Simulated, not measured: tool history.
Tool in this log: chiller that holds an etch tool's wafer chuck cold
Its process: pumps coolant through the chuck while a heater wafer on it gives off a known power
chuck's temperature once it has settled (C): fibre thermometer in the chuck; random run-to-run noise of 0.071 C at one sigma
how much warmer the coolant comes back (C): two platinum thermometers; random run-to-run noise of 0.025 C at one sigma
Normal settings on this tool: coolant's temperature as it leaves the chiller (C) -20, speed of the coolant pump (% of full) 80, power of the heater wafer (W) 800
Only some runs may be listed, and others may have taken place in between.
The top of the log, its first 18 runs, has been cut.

| run | hour | coolant's temperature as it leaves the chiller (C) | speed of the coolant pump (% of full) | power of the heater wafer (W) | chuck's temperature once it has settled (C) | how much warmer the coolant comes back (C) |
|---|---|---|---|---|---|---|
| 19 | 1852.4 | -20 | 80 | 1172 | -9.96 | 4.95 |
| 20 | 1999.2 | -19 | 80 | 795 | -12.13 | 3.34 |
| 21 | 2088.2 | -21 | 75 | 795 | -13.74 | 3.6 |
| 22 | 2177.2 | -20 | 76 | 800 | -12.69 | 3.57 |
| 23 | 2312.8 | -21 | 65 | 800 | -12.76 | 4.22 |
| 24 | 2462.3 | -21 | 65 | 800 | -12.69 | 4.25 |
| 25 | 2586.5 | -12 | 73 | 800 | -4.38 | 3.81 |
| 26 | 2702.4 | -12 | 73 | 911 | -3.27 | 4.34 |
| 27 | 2855.7 | -26 | 80 | 501 | -21.35 | 2.15 |
| 28 | 2944.3 | -16 | 70 | 622 | -9.65 | 3.09 |
| 29 | 3059.7 | -16 | 70 | 622 | -9.58 | 3.09 |
| 30 | 3160.4 | -16 | 70 | 622 | -9.56 | 3.14 |
| 31 | 3281.1 | -16 | 74 | 622 | -9.74 | 2.99 |

Here are 4 independent what-if runs from the current tool condition. What would each one return?
| A | 3401.7 | -15 | 64 | 523 | ? | ? |
| B | 3401.7 | -20 | 98 | 800 | ? | ? |
| C | 3401.7 | -19 | 81 | 406 | ? | ? |
| D | 3401.7 | -24 | 74 | 622 | ? | ? |

| run | chuck's temperature once it has settled (C) | how much warmer the coolant comes back (C) |
|---|---|---|
| A | -9.21 | 2.9 |
| B | -13.33 | 2.87 |
| C | -15.05 | 1.82 |
| D | -17.72 | 2.93 |
Stripped of hidden state, with their random variation kept, the same runs would have yielded:
| run | chuck's temperature once it has settled (C) | how much warmer the coolant comes back (C) |
|---|---|---|
| A | -9.97 | 2.67 |
| B | -14.19 | 2.64 |
| C | -15.61 | 1.68 |
| D | -18.53 | 2.69 |
